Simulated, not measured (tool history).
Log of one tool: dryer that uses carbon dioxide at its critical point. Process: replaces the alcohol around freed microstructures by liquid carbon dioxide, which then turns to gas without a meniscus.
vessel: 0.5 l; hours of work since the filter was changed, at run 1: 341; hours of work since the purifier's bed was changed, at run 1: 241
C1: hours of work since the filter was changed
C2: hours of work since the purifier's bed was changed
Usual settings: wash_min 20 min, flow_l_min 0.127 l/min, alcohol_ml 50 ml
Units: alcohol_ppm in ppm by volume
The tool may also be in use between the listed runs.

run 1 day=0.000 | wash_min=20 flow_l_min=0.127 alcohol_ml=50 | C1=341 C2=241 | alcohol_ppm=1757
run 2 day=0.729 | wash_min=20 flow_l_min=0.152 alcohol_ml=50 | C1=351 C2=251 | alcohol_ppm=844
run 3 day=1.112 | wash_min=20 flow_l_min=0.152 alcohol_ml=50 | C1=356 C2=256 | alcohol_ppm=847
run 4 day=1.500 | wash_min=20 flow_l_min=0.078 alcohol_ml=50 | C1=361 C2=261 | alcohol_ppm=8533
run 5 day=1.838 | wash_min=17 flow_l_min=0.127 alcohol_ml=50 | C1=366 C2=266 | alcohol_ppm=3250
run 6 day=2.417 | wash_min=17 flow_l_min=0.127 alcohol_ml=50 | C1=374 C2=274 | alcohol_ppm=3306
run 7 day=2.850 | wash_min=26 flow_l_min=0.136 alcohol_ml=88 | C1=379 C2=280 | alcohol_ppm=684
run 8 day=3.488 | wash_min=24 flow_l_min=0.127 alcohol_ml=44 | C1=388 C2=288 | alcohol_ppm=749
run 9 day=4.117 | wash_min=24 flow_l_min=0.179 alcohol_ml=50 | C1=397 C2=297 | alcohol_ppm=187

Run 10 comes next. What will it give?
run 10 day=4.533 | wash_min=24 flow_l_min=0.179 alcohol_ml=50 | C1=402 C2=302 | alcohol_ppm=?

alcohol_ppm: 182 ppm by volume
Without the tool's hidden state the same run would have given alcohol_ppm 73 ppm by volume.
